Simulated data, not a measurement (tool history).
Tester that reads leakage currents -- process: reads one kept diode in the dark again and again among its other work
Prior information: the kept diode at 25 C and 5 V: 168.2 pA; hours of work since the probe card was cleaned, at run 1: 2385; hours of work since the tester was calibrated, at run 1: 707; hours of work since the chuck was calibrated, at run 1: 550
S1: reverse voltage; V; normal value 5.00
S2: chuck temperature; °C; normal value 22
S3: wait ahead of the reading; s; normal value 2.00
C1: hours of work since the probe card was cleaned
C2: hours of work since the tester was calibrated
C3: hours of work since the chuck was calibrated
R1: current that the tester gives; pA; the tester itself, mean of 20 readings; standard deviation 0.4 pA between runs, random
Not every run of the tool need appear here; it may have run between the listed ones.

run 1 hour=0.0 | S1=5.00 S2=22 S3=2.00 | C1=2385 C2=707 C3=550 | R1=125.28
run 2 hour=87.0 | S1=5.00 S2=22 S3=2.00 | C1=2431 C2=753 C3=596 | R1=125.66
run 3 hour=172.3 | S1=2.82 S2=22 S3=2.00 | C1=2476 C2=798 C3=641 | R1=91.02
run 4 hour=215.9 | S1=2.82 S2=22 S3=2.00 | C1=2499 C2=821 C3=664 | R1=90.64
run 5 hour=277.4 | S1=5.00 S2=22 S3=2.00 | C1=2532 C2=854 C3=697 | R1=124.77
run 6 hour=353.9 | S1=5.00 S2=22 S3=2.00 | C1=2572 C2=894 C3=737 | R1=124.30
run 7 hour=459.9 | S1=5.00 S2=22 S3=2.00 | C1=2628 C2=950 C3=793 | R1=122.81
run 8 hour=517.3 | S1=5.00 S2=22 S3=2.00 | C1=2659 C2=980 C3=824 | R1=123.16
run 9 hour=573.2 | S1=5.00 S2=22 S3=2.00 | C1=2688 C2=1010 C3=853 | R1=122.40
run 10 hour=661.9 | S1=5.00 S2=22 S3=2.00 | C1=2735 C2=1057 C3=900 | R1=122.01
run 11 hour=762.5 | S1=5.00 S2=35 S3=2.00 | C1=2789 C2=1110 C3=953 | R1=338.09
run 12 hour=837.6 | S1=5.00 S2=35 S3=2.00 | C1=2828 C2=1150 C3=993 | R1=338.47
run 13 hour=892.9 | S1=5.00 S2=35 S3=2.00 | C1=2857 C2=1179 C3=1022 | R1=336.11
run 14 hour=946.7 | S1=5.00 S2=35 S3=2.00 | C1=2886 C2=1208 C3=1051 | R1=336.03
run 15 hour=1042.0 | S1=5.00 S2=57 S3=2.00 | C1=2936 C2=1258 C3=1101 | R1=1595.19
run 16 hour=1137.2 | S1=5.00 S2=21 S3=4.93 | C1=2987 C2=1308 C3=1151 | R1=109.31
run 17 hour=1227.9 | S1=5.00 S2=21 S3=4.93 | C1=3035 C2=1356 C3=1199 | R1=108.54
run 18 hour=1310.9 | S1=2.90 S2=30 S3=2.23 | C1=3078 C2=1400 C3=1243 | R1=164.84
run 19 hour=1412.2 | S1=9.74 S2=30 S3=2.23 | C1=3132 C2=1454 C3=1297 | R1=323.05
run 20 hour=1491.0 | S1=9.74 S2=30 S3=2.23 | C1=3174 C2=1495 C3=1338 | R1=321.50
run 21 hour=1574.8 | S1=9.74 S2=30 S3=0.33 | C1=3218 C2=1540 C3=1383 | R1=329.52
run 22 hour=1676.8 | S1=5.61 S2=27 S3=1.15 | C1=3272 C2=1594 C3=1437 | R1=186.05
run 23 hour=1741.8 | S1=5.61 S2=27 S3=1.15 | C1=3306 C2=1628 C3=1471 | R1=185.83
run 24 hour=1836.2 | S1=3.29 S2=20 S3=1.66 | C1=3356 C2=1678 C3=1521 | R1=77.32
run 25 hour=1935.0 | S1=12.71 S2=20 S3=1.66 | C1=3408 C2=1730 C3=1573 | R1=166.75
run 26 hour=1989.6 | S1=12.71 S2=20 S3=1.66 | C1=3437 C2=1759 C3=1602 | R1=166.46

Subtracting, for every run, the result it would have given without the tool's unlogged condition from the measured result gives the following. The same run-to-run variation enters both numbers; the gauge's scatter may not:
Hidden conditions of the tool in this case: stray current of the dirty probe card, pA a volt; current scale over the true one, %; true chuck temperature over the reading, C; drift of the gauge itself on leakage_pa, %.
run=1 R1=-6.27
run=2 R1=-6.89
run=3 R1=-5.72
run=4 R1=-5.92
run=5 R1=-8.04
run=6 R1=-8.52
run=7 R1=-9.17
run=8 R1=-9.58
run=9 R1=-9.88
run=10 R1=-10.38
run=11 R1=-31.89
run=12 R1=-33.43
run=13 R1=-34.22
run=14 R1=-35.16
run=15 R1=-159.04
run=16 R1=-12.12
run=17 R1=-12.57
run=18 R1=-21.00
run=19 R1=-40.61
run=20 R1=-41.74
run=21 R1=-43.02
run=22 R1=-26.75
run=23 R1=-27.31
run=24 R1=-11.86
run=25 R1=-22.45
run=26 R1=-22.84
